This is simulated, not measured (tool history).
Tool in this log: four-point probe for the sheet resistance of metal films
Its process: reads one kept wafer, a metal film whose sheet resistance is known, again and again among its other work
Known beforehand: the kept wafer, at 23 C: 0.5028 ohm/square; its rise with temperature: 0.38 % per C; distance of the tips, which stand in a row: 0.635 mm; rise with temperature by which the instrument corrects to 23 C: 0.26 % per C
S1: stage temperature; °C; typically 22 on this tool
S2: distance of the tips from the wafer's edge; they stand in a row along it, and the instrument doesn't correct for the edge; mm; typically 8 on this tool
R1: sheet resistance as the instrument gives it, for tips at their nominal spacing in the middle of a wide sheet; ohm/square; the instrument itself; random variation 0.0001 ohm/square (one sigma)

run   hour  S1  S2        R1
  1      0  22   8   0.50397
  2     24  22  45  0.502351
  3   38.4  22  45  0.502235
  4   60.5  22  45  0.502262
  5   73.6  22  45  0.502341
  6  101.4  22   8  0.503889
  7  121.1  22   8  0.504044
  8  150.3  22   8  0.503884
  9  179.9  33  33   0.50843
 10  198.7  18  56   0.49982
 11  220.7  21   8  0.503336
 12  245.6  24   3   0.51516

Run 13 comes next. What will it give?
 13  259.3  24   3   ?

Run 13 produced R1 0.515284 ohm/square.
If the tool had no hidden condition, the same run with the same run-to-run variation would have returned R1 0.515329 ohm/square.

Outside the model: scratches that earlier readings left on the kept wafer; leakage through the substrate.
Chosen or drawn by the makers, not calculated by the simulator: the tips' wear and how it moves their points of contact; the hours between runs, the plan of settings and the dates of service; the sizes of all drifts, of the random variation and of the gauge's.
